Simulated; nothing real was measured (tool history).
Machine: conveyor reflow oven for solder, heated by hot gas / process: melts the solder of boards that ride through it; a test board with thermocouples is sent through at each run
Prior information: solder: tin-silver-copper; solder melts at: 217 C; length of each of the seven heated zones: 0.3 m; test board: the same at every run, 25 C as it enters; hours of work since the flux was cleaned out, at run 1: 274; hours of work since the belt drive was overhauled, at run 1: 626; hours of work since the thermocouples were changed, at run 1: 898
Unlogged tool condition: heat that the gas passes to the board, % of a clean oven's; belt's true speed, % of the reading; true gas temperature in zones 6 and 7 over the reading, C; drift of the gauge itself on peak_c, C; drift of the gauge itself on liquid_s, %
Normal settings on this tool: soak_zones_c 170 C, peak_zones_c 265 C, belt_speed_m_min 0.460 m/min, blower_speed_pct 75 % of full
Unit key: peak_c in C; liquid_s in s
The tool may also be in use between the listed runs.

| run | hour | soak_zones_c | peak_zones_c | belt_speed_m_min | blower_speed_pct | hours of work since the flux was cleaned out | hours of work since the belt drive was overhauled | hours of work since the thermocouples were changed | peak_c | liquid_s |
|---|---|---|---|---|---|---|---|---|---|---|
| 1 | 0.0 | 170 | 265 | 0.460 | 75 | 274 | 626 | 898 | 249.1 | 53.7 |
| 2 | 36.0 | 170 | 265 | 0.460 | 75 | 294 | 645 | 918 | 248.1 | 54.1 |
| 3 | 71.8 | 170 | 265 | 0.459 | 75 | 313 | 664 | 937 | 248.9 | 54.0 |
| 4 | 106.4 | 170 | 265 | 0.459 | 75 | 331 | 682 | 955 | 248.7 | 53.2 |
| 5 | 125.8 | 170 | 265 | 0.459 | 75 | 341 | 693 | 966 | 248.3 | 53.9 |
| 6 | 157.7 | 170 | 265 | 0.459 | 75 | 358 | 710 | 983 | 249.0 | 54.1 |
| 7 | 196.2 | 170 | 265 | 0.459 | 75 | 379 | 730 | 1003 | 247.8 | 53.3 |
| 8 | 232.3 | 170 | 265 | 0.459 | 75 | 398 | 749 | 1022 | 247.3 | 53.1 |
|  | 278.1 | flux residue cleaned out of gas plates and filters |
| 9 | 282.1 | 170 | 265 | 0.459 | 75 | 2 | 773 | 1046 | 253.0 | 56.5 |
| 10 | 313.6 | 170 | 265 | 0.459 | 75 | 19 | 790 | 1063 | 251.6 | 57.8 |
| 11 | 339.7 | 170 | 265 | 0.459 | 75 | 33 | 804 | 1077 | 252.5 | 56.7 |
| 12 | 369.3 | 170 | 265 | 0.459 | 75 | 49 | 820 | 1093 | 251.8 | 56.1 |
| 13 | 407.2 | 172 | 261 | 0.392 | 83 | 69 | 840 | 1113 | 254.1 | 71.5 |
|  | 423.8 | thermocouples of zones 6 and 7 changed |
| 14 | 441.3 | 170 | 263 | 0.460 | 75 | 86 | 857 | 9 | 246.1 | 52.4 |
| 15 | 468.4 | 177 | 263 | 0.460 | 75 | 100 | 872 | 24 | 247.4 | 56.3 |
| 16 | 508.3 | 170 | 276 | 0.460 | 73 | 122 | 893 | 45 | 256.8 | 60.1 |
| 17 | 548.4 | 170 | 276 | 0.432 | 73 | 143 | 914 | 66 | 258.6 | 64.6 |
| 18 | 575.4 | 170 | 276 | 0.432 | 73 | 158 | 929 | 81 | 258.3 | 66.4 |
| 19 | 621.6 | 170 | 265 | 0.424 | 81 | 182 | 954 | 106 | 251.0 | 62.5 |
| 20 | 649.6 | 157 | 270 | 0.460 | 75 | 197 | 968 | 120 | 248.6 | 49.7 |
| 21 | 672.4 | 181 | 275 | 0.466 | 55 | 209 | 981 | 133 | 252.2 | 58.4 |
| 22 | 704.8 | 181 | 256 | 0.543 | 55 | 227 | 998 | 150 | 230.9 | 27.6 |
| 23 | 729.0 | 170 | 280 | 0.460 | 75 | 240 | 1011 | 163 | 259.7 | 62.0 |

5 options for the next run, each taken on its own from the tool as it stands now. Forecast them:
| A | 750.3 | 162 | 260 | 0.514 | 75 | 251 | 1022 | 174 | ? | ? |
| B | 750.3 | 170 | 279 | 0.460 | 75 | 251 | 1022 | 174 | ? | ? |
| C | 750.3 | 175 | 260 | 0.460 | 75 | 251 | 1022 | 174 | ? | ? |
| D | 750.3 | 170 | 264 | 0.460 | 61 | 251 | 1022 | 174 | ? | ? |
| E | 750.3 | 169 | 257 | 0.458 | 75 | 251 | 1022 | 174 | ? | ? |

| run | peak_c | liquid_s |
|---|---|---|
| A | 237.5 | 33.6 |
| B | 259.6 | 61.6 |
| C | 243.1 | 50.7 |
| D | 243.3 | 46.8 |
| E | 239.5 | 45.1 |
Without the tool's unlogged condition, the same runs would have read:
| run | peak_c | liquid_s |
|---|---|---|
| A | 239.7 | 36.5 |
| B | 261.6 | 62.9 |
| C | 244.7 | 52.6 |
| D | 245.0 | 48.8 |
| E | 241.1 | 47.4 |
